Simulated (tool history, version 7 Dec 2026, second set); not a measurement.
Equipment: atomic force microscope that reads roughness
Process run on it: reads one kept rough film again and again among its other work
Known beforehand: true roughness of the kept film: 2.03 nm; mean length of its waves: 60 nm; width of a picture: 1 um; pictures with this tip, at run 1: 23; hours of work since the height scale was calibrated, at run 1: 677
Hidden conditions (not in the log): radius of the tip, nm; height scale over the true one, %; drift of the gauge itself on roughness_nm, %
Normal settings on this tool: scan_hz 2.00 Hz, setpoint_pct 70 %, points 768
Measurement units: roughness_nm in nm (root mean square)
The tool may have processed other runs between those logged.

| run | day | scan_hz | setpoint_pct | points | pictures with this tip | hours of work since the height scale was calibrated | roughness_nm |
|---|---|---|---|---|---|---|---|
| 1 | 0.000 | 2.00 | 70 | 768 | 23 | 677 | 1.830 |
| 2 | 1.067 | 2.00 | 70 | 768 | 46 | 690 | 1.814 |
| 3 | 1.700 | 2.00 | 70 | 768 | 59 | 698 | 1.822 |
| 4 | 2.621 | 2.00 | 70 | 768 | 79 | 709 | 1.804 |
| 5 | 3.442 | 2.00 | 70 | 768 | 96 | 719 | 1.821 |
| 6 | 4.292 | 2.00 | 70 | 768 | 114 | 729 | 1.807 |
| 7 | 4.946 | 0.82 | 60 | 256 | 128 | 737 | 1.902 |
| 8 | 6.042 | 0.82 | 60 | 256 | 151 | 751 | 1.884 |
| 9 | 7.388 | 0.82 | 60 | 256 | 180 | 767 | 1.883 |
|  | 7.958 | new tip fitted |
| 10 | 8.371 | 3.24 | 60 | 432 | 9 | 779 | 1.842 |
| 11 | 9.046 | 2.18 | 60 | 689 | 23 | 787 | 1.915 |

Each row is a separate what-if for the run after 11, all from the same tool condition, not one after another. Results?
| A | 10.454 | 0.97 | 60 | 494 | 53 | 804 | ? |
| B | 10.454 | 2.18 | 60 | 689 | 53 | 804 | ? |
| C | 10.454 | 1.64 | 55 | 689 | 53 | 804 | ? |

| run | roughness_nm |
|---|---|
| A | 1.909 |
| B | 1.880 |
| C | 1.918 |
Stripped of hidden state, with their random variation kept, the same runs would have yielded:
| run | roughness_nm |
|---|---|
| A | 1.943 |
| B | 1.913 |
| C | 1.952 |
